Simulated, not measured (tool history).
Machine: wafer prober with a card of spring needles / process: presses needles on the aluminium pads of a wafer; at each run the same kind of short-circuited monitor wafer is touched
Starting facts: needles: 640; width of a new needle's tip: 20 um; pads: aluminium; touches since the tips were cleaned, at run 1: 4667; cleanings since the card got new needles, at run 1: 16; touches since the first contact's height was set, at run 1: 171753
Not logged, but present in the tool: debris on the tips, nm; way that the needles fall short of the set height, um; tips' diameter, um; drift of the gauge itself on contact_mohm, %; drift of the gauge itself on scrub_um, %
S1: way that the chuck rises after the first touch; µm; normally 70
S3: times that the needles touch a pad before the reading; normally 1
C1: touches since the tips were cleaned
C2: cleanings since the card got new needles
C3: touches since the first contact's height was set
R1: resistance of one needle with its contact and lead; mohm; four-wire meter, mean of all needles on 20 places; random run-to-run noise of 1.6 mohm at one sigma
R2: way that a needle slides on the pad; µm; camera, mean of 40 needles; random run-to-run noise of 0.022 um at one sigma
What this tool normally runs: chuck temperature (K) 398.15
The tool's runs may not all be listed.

run 1 hour=0.0 | S1=70 chuck_temperature_(K)=398.15 S3=1 | C1=4667 C2=16 C3=171753 | R1=158 R2=19.42
run 2 hour=9.6 | S1=70 chuck_temperature_(K)=398.15 S3=1 | C1=6637 C2=16 C3=173723 | R1=158 R2=19.38
-- hour=20.2 tips cleaned on abrasive film
run 3 hour=23.0 | S1=70 chuck_temperature_(K)=398.15 S3=1 | C1=570 C2=17 C3=176428 | R1=159 R2=19.41
run 4 hour=35.1 | S1=70 chuck_temperature_(K)=398.15 S3=1 | C1=3042 C2=17 C3=178900 | R1=159 R2=19.39
run 5 hour=49.0 | S1=80 chuck_temperature_(K)=398.15 S3=1 | C1=5897 C2=17 C3=181755 | R1=152 R2=22.14
-- hour=63.2 tips cleaned on abrasive film
run 6 hour=64.1 | S1=70 chuck_temperature_(K)=398.15 S3=1 | C1=187 C2=18 C3=184809 | R1=162 R2=19.39
run 7 hour=81.8 | S1=70 chuck_temperature_(K)=298.15 S3=1 | C1=3809 C2=18 C3=188431 | R1=141 R2=19.36
run 8 hour=101.0 | S1=70 chuck_temperature_(K)=298.15 S3=1 | C1=7727 C2=18 C3=192349 | R1=141 R2=19.38
-- hour=106.3 tips cleaned on abrasive film
run 9 hour=123.7 | S1=70 chuck_temperature_(K)=298.15 S3=1 | C1=3560 C2=19 C3=196968 | R1=138 R2=19.40
run 10 hour=136.1 | S1=70 chuck_temperature_(K)=301.15 S3=1 | C1=6092 C2=19 C3=199500 | R1=142 R2=19.35
-- hour=149.4 tips cleaned on abrasive film
run 11 hour=154.2 | S1=53 chuck_temperature_(K)=301.15 S3=1 | C1=984 C2=20 C3=203178 | R1=151 R2=14.68
run 12 hour=169.0 | S1=53 chuck_temperature_(K)=301.15 S3=1 | C1=4021 C2=20 C3=206215 | R1=151 R2=14.65
run 13 hour=179.2 | S1=56 chuck_temperature_(K)=364.15 S3=2 | C1=6104 C2=20 C3=208298 | R1=160 R2=15.49
run 14 hour=189.3 | S1=69 chuck_temperature_(K)=323.15 S3=2 | C1=8171 C2=20 C3=210365 | R1=145 R2=19.07
-- hour=192.3 tips cleaned on abrasive film
run 15 hour=199.4 | S1=69 chuck_temperature_(K)=323.15 S3=2 | C1=1447 C2=21 C3=212400 | R1=146 R2=19.07
run 16 hour=212.4 | S1=65 chuck_temperature_(K)=339.15 S3=1 | C1=4102 C2=21 C3=215055 | R1=151 R2=17.97
run 17 hour=223.1 | S1=73 chuck_temperature_(K)=314.15 S3=2 | C1=6302 C2=21 C3=217255 | R1=144 R2=20.21

Run 18 has not been measured yet. What should we expect?
-- hour=236.2 tips cleaned on abrasive film
run 18 hour=241.4 | S1=74 chuck_temperature_(K)=319.15 S3=1 | C1=1070 C2=22 C3=220971 | R1=? R2=?

Run 18 measured R1 143 mohm, R2 20.50 µm.
With the hidden condition absent and the run-to-run variation left alone, this run would have shown R1 143 mohm, R2 20.50 µm.
